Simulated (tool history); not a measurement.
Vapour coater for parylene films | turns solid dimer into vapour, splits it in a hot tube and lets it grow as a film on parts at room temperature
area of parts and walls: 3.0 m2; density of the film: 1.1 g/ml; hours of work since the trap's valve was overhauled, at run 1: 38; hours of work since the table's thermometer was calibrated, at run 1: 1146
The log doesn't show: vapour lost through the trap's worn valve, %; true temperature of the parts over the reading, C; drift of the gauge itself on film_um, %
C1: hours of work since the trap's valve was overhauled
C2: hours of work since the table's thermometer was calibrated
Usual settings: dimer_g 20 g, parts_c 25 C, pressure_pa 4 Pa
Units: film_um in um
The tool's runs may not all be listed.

{"run": 1, "hour": 0.0, "dimer_g": 20, "parts_c": 25, "pressure_pa": 4, "C1": 38, "C2": 1146, "film_um": 4.44}
{"run": 2, "hour": 55.8, "dimer_g": 20, "parts_c": 25, "pressure_pa": 4, "C1": 87, "C2": 1195, "film_um": 4.41}
{"run": 3, "hour": 118.0, "dimer_g": 20, "parts_c": 25, "pressure_pa": 4, "C1": 142, "C2": 1250, "film_um": 4.42}
{"run": 4, "hour": 149.2, "dimer_g": 20, "parts_c": 25, "pressure_pa": 4, "C1": 170, "C2": 1277, "film_um": 4.46}
{"run": 5, "hour": 196.7, "dimer_g": 24, "parts_c": 25, "pressure_pa": 4, "C1": 212, "C2": 1319, "film_um": 5.33}
{"run": 6, "hour": 233.7, "dimer_g": 20, "parts_c": 25, "pressure_pa": 2.02, "C1": 244, "C2": 1351, "film_um": 4.83}
{"run": 7, "hour": 264.5, "dimer_g": 35, "parts_c": 25, "pressure_pa": 4, "C1": 271, "C2": 1379, "film_um": 7.69}
{"run": 8, "hour": 297.4, "dimer_g": 13, "parts_c": 23, "pressure_pa": 4, "C1": 300, "C2": 1408, "film_um": 3.09}
{"run": 9, "hour": 343.6, "dimer_g": 25, "parts_c": 19, "pressure_pa": 6.73, "C1": 341, "C2": 1448, "film_um": 6.44}
{"run": 10, "hour": 391.7, "dimer_g": 25, "parts_c": 19, "pressure_pa": 6.73, "C1": 383, "C2": 1491, "film_um": 6.41}
{"run": 11, "hour": 424.7, "dimer_g": 25, "parts_c": 19, "pressure_pa": 6.73, "C1": 412, "C2": 1520, "film_um": 6.47}
{"run": 12, "hour": 475.0, "dimer_g": 29, "parts_c": 35, "pressure_pa": 6.73, "C1": 456, "C2": 1564, "film_um": 3.96}
{"run": 13, "hour": 506.9, "dimer_g": 9, "parts_c": 21, "pressure_pa": 2.66, "C1": 485, "C2": 1592, "film_um": 2.46}
{"hour": 526.0, "done": "trap's valve overhauled"}
{"run": 14, "hour": 548.8, "dimer_g": 9, "parts_c": 21, "pressure_pa": 2.66, "C1": 20, "C2": 1625, "film_um": 2.44}

Measured less the same run without the tool's hidden state. The same run-to-run variation is in both; the gauge's scatter may not be:
run=1 film_um=+0.01
run=2 film_um=+0
run=3 film_um=-0.01
run=4 film_um=-0.01
run=5 film_um=-0.02
run=6 film_um=-0.03
run=7 film_um=-0.05
run=8 film_um=-0.02
run=9 film_um=-0.06
run=10 film_um=-0.06
run=11 film_um=-0.06
run=12 film_um=-0.04
run=13 film_um=-0.03
run=14 film_um=-0.02
